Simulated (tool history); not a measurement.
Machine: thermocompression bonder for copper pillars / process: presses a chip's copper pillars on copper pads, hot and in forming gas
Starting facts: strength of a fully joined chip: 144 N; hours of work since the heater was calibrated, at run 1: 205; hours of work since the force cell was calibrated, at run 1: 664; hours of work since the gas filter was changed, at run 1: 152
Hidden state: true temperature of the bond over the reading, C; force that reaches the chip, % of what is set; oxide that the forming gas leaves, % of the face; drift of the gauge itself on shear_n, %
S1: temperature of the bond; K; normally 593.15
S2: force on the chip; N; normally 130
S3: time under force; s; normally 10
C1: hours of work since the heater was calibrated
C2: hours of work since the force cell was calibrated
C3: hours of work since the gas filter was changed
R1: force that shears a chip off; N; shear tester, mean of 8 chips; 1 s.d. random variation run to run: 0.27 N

{"run": 1, "hour": 0.0, "S1": 593.15, "S2": 130, "S3": 10, "C1": 205, "C2": 664, "C3": 152, "R1": 53.7}
{"run": 2, "hour": 19.2, "S1": 593.15, "S2": 130, "S3": 10, "C1": 219, "C2": 678, "C3": 166, "R1": 53.7}
{"run": 3, "hour": 37.6, "S1": 593.15, "S2": 130, "S3": 6, "C1": 232, "C2": 691, "C3": 180, "R1": 43.7}
{"run": 4, "hour": 46.2, "S1": 593.15, "S2": 130, "S3": 6, "C1": 238, "C2": 698, "C3": 186, "R1": 43.9}
{"hour": 55.9, "done": "force cell calibrated"}
{"run": 5, "hour": 60.0, "S1": 577.15, "S2": 130, "S3": 10, "C1": 247, "C2": 3, "C3": 195, "R1": 43.7}
{"run": 6, "hour": 73.2, "S1": 593.15, "S2": 130, "S3": 10, "C1": 257, "C2": 13, "C3": 205, "R1": 53.5}
{"run": 7, "hour": 86.3, "S1": 593.15, "S2": 130, "S3": 10, "C1": 266, "C2": 22, "C3": 214, "R1": 53.6}
{"run": 8, "hour": 101.9, "S1": 593.15, "S2": 130, "S3": 10, "C1": 278, "C2": 34, "C3": 225, "R1": 53.5}
{"run": 9, "hour": 121.7, "S1": 593.15, "S2": 130, "S3": 10, "C1": 292, "C2": 48, "C3": 240, "R1": 53.8}
{"run": 10, "hour": 131.5, "S1": 593.15, "S2": 130, "S3": 10, "C1": 299, "C2": 55, "C3": 247, "R1": 53.7}
{"run": 11, "hour": 150.8, "S1": 593.15, "S2": 130, "S3": 10, "C1": 313, "C2": 69, "C3": 261, "R1": 53.4}
{"run": 12, "hour": 167.6, "S1": 593.15, "S2": 130, "S3": 10, "C1": 326, "C2": 81, "C3": 273, "R1": 54.1}
{"run": 13, "hour": 181.6, "S1": 593.15, "S2": 130, "S3": 7, "C1": 336, "C2": 92, "C3": 284, "R1": 46.7}
{"run": 14, "hour": 197.1, "S1": 600.15, "S2": 130, "S3": 10, "C1": 347, "C2": 103, "C3": 295, "R1": 57.5}

How the hidden state differs across the entries between the runs, from the last listed run before each to the first after it:
Logged between run 4 and run 5: force cell calibrated (hour 55.9)
  force that reaches the chip, % of what is set: 100.7 -> 100; oxide that the forming gas leaves, % of the face: 0.87 -> 0.89
